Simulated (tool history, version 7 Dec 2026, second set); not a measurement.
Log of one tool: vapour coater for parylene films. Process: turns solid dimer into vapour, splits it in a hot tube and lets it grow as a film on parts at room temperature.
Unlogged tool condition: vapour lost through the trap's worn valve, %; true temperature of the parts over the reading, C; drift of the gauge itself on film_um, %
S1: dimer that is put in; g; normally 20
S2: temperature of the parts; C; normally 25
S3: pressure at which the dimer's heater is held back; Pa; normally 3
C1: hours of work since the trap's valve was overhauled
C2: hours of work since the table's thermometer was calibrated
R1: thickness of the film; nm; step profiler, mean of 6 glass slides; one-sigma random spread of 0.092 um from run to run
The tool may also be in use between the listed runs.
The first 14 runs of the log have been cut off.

{"run": 15, "hour": 412.4, "S1": 13, "S2": 25, "S3": 3, "C1": 25, "C2": 175, "R1": 6280}
{"run": 16, "hour": 441.7, "S1": 20, "S2": 25, "S3": 3, "C1": 38, "C2": 187, "R1": 9410}
{"run": 17, "hour": 477.8, "S1": 20, "S2": 25, "S3": 3, "C1": 53, "C2": 202, "R1": 9520}
{"run": 18, "hour": 519.5, "S1": 20, "S2": 25, "S3": 3, "C1": 70, "C2": 220, "R1": 9280}
{"run": 19, "hour": 550.2, "S1": 20, "S2": 25, "S3": 4.67, "C1": 83, "C2": 232, "R1": 8620}
{"hour": 561.8, "done": "trap's valve overhauled, once more"}
{"run": 20, "hour": 595.7, "S1": 20, "S2": 25, "S3": 4.67, "C1": 14, "C2": 250, "R1": 10270}
{"run": 21, "hour": 635.2, "S1": 20, "S2": 25, "S3": 4.67, "C1": 30, "C2": 266, "R1": 10070}
{"run": 22, "hour": 666.3, "S1": 20, "S2": 25, "S3": 4.67, "C1": 43, "C2": 279, "R1": 10040}
{"run": 23, "hour": 693.9, "S1": 30, "S2": 25, "S3": 4.67, "C1": 55, "C2": 290, "R1": 15350}
{"run": 24, "hour": 729.2, "S1": 20, "S2": 25, "S3": 3, "C1": 69, "C2": 305, "R1": 10610}
{"run": 25, "hour": 753.2, "S1": 20, "S2": 30, "S3": 2.88, "C1": 79, "C2": 315, "R1": 8550}
{"run": 26, "hour": 781.0, "S1": 20, "S2": 33, "S3": 5.62, "C1": 91, "C2": 326, "R1": 6690}
{"run": 27, "hour": 819.6, "S1": 20, "S2": 33, "S3": 9.1, "C1": 107, "C2": 342, "R1": 6220}

For run 28, what comes out?
{"run": 28, "hour": 854.0, "S1": 21, "S2": 25, "S3": 5.75, "C1": 121, "C2": 357, "R1": "?"}

Logged for run 28: R1 9920 nm.
On a tool with no hidden condition, and with the same random variation, this run would have come out at R1 10580 nm.
